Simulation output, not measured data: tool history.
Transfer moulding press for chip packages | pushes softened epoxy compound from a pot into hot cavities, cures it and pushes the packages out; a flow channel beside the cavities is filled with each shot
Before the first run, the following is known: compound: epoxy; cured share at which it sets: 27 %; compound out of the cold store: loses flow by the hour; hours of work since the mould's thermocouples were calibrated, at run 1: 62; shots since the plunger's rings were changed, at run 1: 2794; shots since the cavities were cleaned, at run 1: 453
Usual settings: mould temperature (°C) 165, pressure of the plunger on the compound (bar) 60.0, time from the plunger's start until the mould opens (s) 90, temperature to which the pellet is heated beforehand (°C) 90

| run | hour | mould temperature (°C) | pressure of the plunger on the compound (bar) | time from the plunger's start until the mould opens (s) | temperature to which the pellet is heated beforehand (°C) | hours of work since the mould's thermocouples were calibrated | shots since the plunger's rings were changed | shots since the cavities were cleaned | incoming compound's hours out of the cold store | length that the compound runs in the flow channel (mm) | greatest force on the pins that push the packages out (N) |
|---|---|---|---|---|---|---|---|---|---|---|---|
| 1 | 0.0 | 165 | 60.0 | 90 | 90 | 62 | 2794 | 453 | 23.4 | 630 | 568 |
|  | 44.3 | cavities cleaned with cleaning compound and waxed |
| 2 | 56.6 | 165 | 60.0 | 73 | 90 | 98 | 3459 | 149 | 37.4 | 592 | 740 |
| 3 | 101.9 | 165 | 60.0 | 73 | 90 | 128 | 4007 | 697 | 23.0 | 616 | 969 |
|  | 123.4 | cavities cleaned with cleaning compound and waxed |
| 4 | 148.7 | 173 | 60.0 | 73 | 90 | 157 | 4554 | 305 | 8.1 | 624 | 528 |
| 5 | 192.9 | 165 | 60.0 | 90 | 90 | 186 | 5088 | 839 | 41.5 | 573 | 606 |
|  | 202.1 | cavities cleaned with cleaning compound and waxed |
| 6 | 236.4 | 165 | 60.0 | 90 | 90 | 214 | 5596 | 415 | 45.5 | 555 | 573 |
| 7 | 271.4 | 165 | 60.0 | 90 | 90 | 237 | 6018 | 837 | 41.6 | 568 | 618 |
|  | 282.9 | cavities cleaned with cleaning compound and waxed |
| 8 | 319.2 | 165 | 60.0 | 90 | 90 | 267 | 6579 | 440 | 22.7 | 587 | 571 |
|  | 347.4 | plunger's sealing rings changed |
| 9 | 354.0 | 165 | 60.0 | 90 | 90 | 288 | 81 | 830 | 9.7 | 681 | 664 |
|  | 366.5 | cavities cleaned with cleaning compound and waxed |
| 10 | 408.2 | 165 | 60.0 | 90 | 90 | 323 | 717 | 503 | 37.7 | 618 | 570 |
|  | 445.5 | cavities cleaned with cleaning compound and waxed |
| 11 | 468.0 | 165 | 60.0 | 90 | 90 | 361 | 1421 | 271 | 20.7 | 650 | 545 |
|  | 529.0 | cavities cleaned with cleaning compound and waxed |
| 12 | 529.2 | 165 | 60.0 | 90 | 90 | 400 | 2143 | 2 | 40.0 | 602 | 439 |
| 13 | 566.0 | 165 | 60.0 | 90 | 90 | 424 | 2588 | 447 | 45.3 | 592 | 573 |
|  | 608.5 | cavities cleaned with cleaning compound and waxed |
| 14 | 631.5 | 165 | 60.0 | 90 | 90 | 466 | 3361 | 278 | 31.6 | 605 | 539 |
|  | 637.5 | mould's thermocouples calibrated |
|  | 691.9 | cavities cleaned with cleaning compound and waxed |
| 15 | 694.5 | 165 | 60.0 | 90 | 90 | 36 | 4080 | 32 | 34.4 | 598 | 442 |
| 16 | 736.7 | 165 | 60.0 | 90 | 90 | 64 | 4589 | 541 | 15.9 | 629 | 604 |
|  | 771.7 | cavities cleaned with cleaning compound and waxed |
| 17 | 779.1 | 165 | 60.0 | 90 | 90 | 91 | 5084 | 89 | 43.6 | 567 | 464 |
| 18 | 839.7 | 165 | 60.0 | 90 | 90 | 130 | 5816 | 821 | 8.4 | 626 | 646 |
|  | 850.9 | cavities cleaned with cleaning compound and waxed |
| 19 | 902.6 | 162 | 55.6 | 76 | 90 | 170 | 6558 | 625 | 40.1 | 547 | 1013 |
|  | 932.4 | plunger's sealing rings changed |
|  | 933.9 | cavities cleaned with cleaning compound and waxed |
| 20 | 944.3 | 162 | 60.6 | 104 | 90 | 195 | 126 | 126 | 41.2 | 631 | 457 |
| 21 | 1009.5 | 162 | 60.0 | 121 | 90 | 238 | 913 | 913 | 47.3 | 605 | 488 |
|  | 1015.7 | cavities cleaned with cleaning compound and waxed |
| 22 | 1064.7 | 165 | 60.0 | 81 | 90 | 273 | 1562 | 591 | 22.5 | 639 | 767 |
|  | 1096.2 | cavities cleaned with cleaning compound and waxed |
| 23 | 1101.0 | 165 | 60.0 | 81 | 90 | 295 | 1982 | 58 | 21.3 | 635 | 586 |
| 24 | 1158.5 | 165 | 60.0 | 81 | 90 | 333 | 2678 | 754 | 39.4 | 595 | 769 |
|  | 1178.1 | cavities cleaned with cleaning compound and waxed |
| 25 | 1208.2 | 165 | 60.0 | 81 | 90 | 365 | 3260 | 364 | 20.3 | 625 | 714 |
|  | 1258.5 | cavities cleaned with cleaning compound and waxed |
| 26 | 1265.3 | 172 | 60.0 | 92 | 85 | 401 | 3932 | 82 | 11.8 | 623 | 370 |
| 27 | 1292.5 | 165 | 46.6 | 90 | 90 | 419 | 4260 | 410 | 47.7 | 501 | 578 |

Alternative continuations, all from the tool just after run 27; predict every row:
| A | 1323.9 | 161 | 65.1 | 90 | 90 | 439 | 4640 | 790 | 10.9 | ? | ? |
| B | 1323.9 | 165 | 60.0 | 90 | 90 | 439 | 4640 | 790 | 11.4 | ? | ? |
| C | 1323.9 | 165 | 47.3 | 83 | 84 | 439 | 4640 | 790 | 47.0 | ? | ? |

| run | length that the compound runs in the flow channel (mm) | greatest force on the pins that push the packages out (N) |
|---|---|---|
| A | 669 | 919 |
| B | 635 | 675 |
| C | 506 | 760 |
Stripped of hidden state, with their random variation kept, the same runs would have yielded:
| run | length that the compound runs in the flow channel (mm) | greatest force on the pins that push the packages out (N) |
|---|---|---|
| A | 718 | 580 |
| B | 682 | 435 |
| C | 544 | 486 |

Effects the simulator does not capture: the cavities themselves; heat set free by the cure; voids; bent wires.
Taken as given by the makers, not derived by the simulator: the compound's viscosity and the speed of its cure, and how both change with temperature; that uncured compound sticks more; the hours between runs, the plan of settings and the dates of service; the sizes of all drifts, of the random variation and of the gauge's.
